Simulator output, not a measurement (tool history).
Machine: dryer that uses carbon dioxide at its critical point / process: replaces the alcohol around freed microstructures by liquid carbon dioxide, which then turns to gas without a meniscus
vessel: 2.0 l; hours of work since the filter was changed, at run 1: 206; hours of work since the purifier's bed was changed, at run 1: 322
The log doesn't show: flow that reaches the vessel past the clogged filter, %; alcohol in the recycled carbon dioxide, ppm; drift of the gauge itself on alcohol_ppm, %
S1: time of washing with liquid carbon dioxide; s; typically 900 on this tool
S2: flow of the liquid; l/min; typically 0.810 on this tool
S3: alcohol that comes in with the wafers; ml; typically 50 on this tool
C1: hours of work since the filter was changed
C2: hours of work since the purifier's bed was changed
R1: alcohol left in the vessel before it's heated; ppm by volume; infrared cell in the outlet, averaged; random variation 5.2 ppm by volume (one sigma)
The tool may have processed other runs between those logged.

run,hour,S1,S2,S3,C1,C2,R1
1,0.0,900,0.810,50,206,322,147
2,34.2,840,0.810,50,219,335,206
3,57.9,840,0.810,50,228,344,211
4,113.8,900,0.810,50,249,365,158
5,168.6,900,0.810,50,269,385,168
6,216.2,900,0.810,50,287,403,177
7,270.0,900,0.810,50,307,423,179
8,327.3,900,0.810,50,328,444,185
9,353.7,900,0.810,50,338,454,189
10,384.5,900,0.810,50,350,466,194
11,429.6,1320,0.810,50,367,483,50
12,475.7,900,0.810,50,384,500,203
13,510.4,900,0.810,50,397,513,212
# hour 528.4: inlet filter changed
14,538.2,900,0.810,50,4,523,117
15,595.2,900,0.810,50,25,544,118
16,619.9,660,0.810,50,34,553,440
17,656.8,900,0.810,50,48,567,126
18,696.2,900,0.810,32,63,582,86
19,748.4,900,0.810,50,82,601,132
20,797.7,900,0.810,50,100,619,136
21,840.6,900,0.810,50,116,636,129
22,869.3,900,0.810,50,127,646,143
23,896.8,900,1.107,50,137,656,56
24,951.2,1260,0.727,37,158,677,63
25,1001.1,600,0.833,50,176,695,648
26,1039.1,600,0.833,50,190,710,660
27,1066.7,960,0.810,50,201,720,128
28,1090.3,960,0.810,84,210,729,195
29,1142.8,1200,0.968,50,229,748,50
30,1190.7,1200,0.968,50,247,766,57
31,1218.0,1200,0.968,50,257,776,42
32,1274.2,900,0.810,119,278,797,385
33,1309.7,900,0.810,28,291,810,132
34,1359.2,660,0.810,28,310,829,369
35,1385.8,720,0.810,24,320,839,257
36,1424.4,720,0.810,24,334,853,260
37,1468.1,1080,0.810,97,350,870,161
38,1523.4,720,0.697,97,371,890,1641
39,1574.3,1260,0.844,50,390,909,77

What will run 40 give?
# hour 1610.4: inlet filter changed
40,1618.1,960,0.844,105,3,925,?

R1: 155 ppm by volume
The same run, on a tool lacking any hidden state, would have yielded R1 103 ppm by volume.
